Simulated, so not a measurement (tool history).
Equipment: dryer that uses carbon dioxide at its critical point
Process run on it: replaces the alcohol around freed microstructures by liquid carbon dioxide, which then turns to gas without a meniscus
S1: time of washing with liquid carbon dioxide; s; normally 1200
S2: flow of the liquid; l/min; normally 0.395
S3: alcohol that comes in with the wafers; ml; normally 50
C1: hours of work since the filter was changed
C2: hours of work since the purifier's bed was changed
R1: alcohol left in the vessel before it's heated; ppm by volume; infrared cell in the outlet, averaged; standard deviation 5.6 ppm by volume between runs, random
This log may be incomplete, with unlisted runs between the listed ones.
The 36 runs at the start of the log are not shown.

run	hour	S1	S2	S3	C1	C2	R1
37	877.0	1920	0.400	27	102	588	63
38	895.3	1200	0.381	106	113	599	733
39	917.8	780	0.266	59	126	613	6372
40	946.4	780	0.266	59	144	630	6574
41	976.1	1440	0.250	65	161	648	1538
42	1003.6	1260	0.486	26	178	664	106
43	1023.3	1260	0.486	26	190	676	112
44	1052.8	1800	0.380	50	207	694	112
45	1086.9	720	0.423	70	228	714	3119
46	1118.9	840	0.346	70	247	733	3955

Consider 3 possible next runs. They are alternatives, not a sequence: every one starts from the tool as it was left by run 46. What does each give?
A	1146.0	1920	0.340	50	263	749	?
B	1146.0	780	0.346	92	263	749	?
C	1146.0	1200	0.313	50	263	749	?

run	R1
A	155
B	6520
C	1331
Stripped of hidden state, with their random variation kept, the same runs would have yielded:
run	R1
A	25
B	3648
C	579

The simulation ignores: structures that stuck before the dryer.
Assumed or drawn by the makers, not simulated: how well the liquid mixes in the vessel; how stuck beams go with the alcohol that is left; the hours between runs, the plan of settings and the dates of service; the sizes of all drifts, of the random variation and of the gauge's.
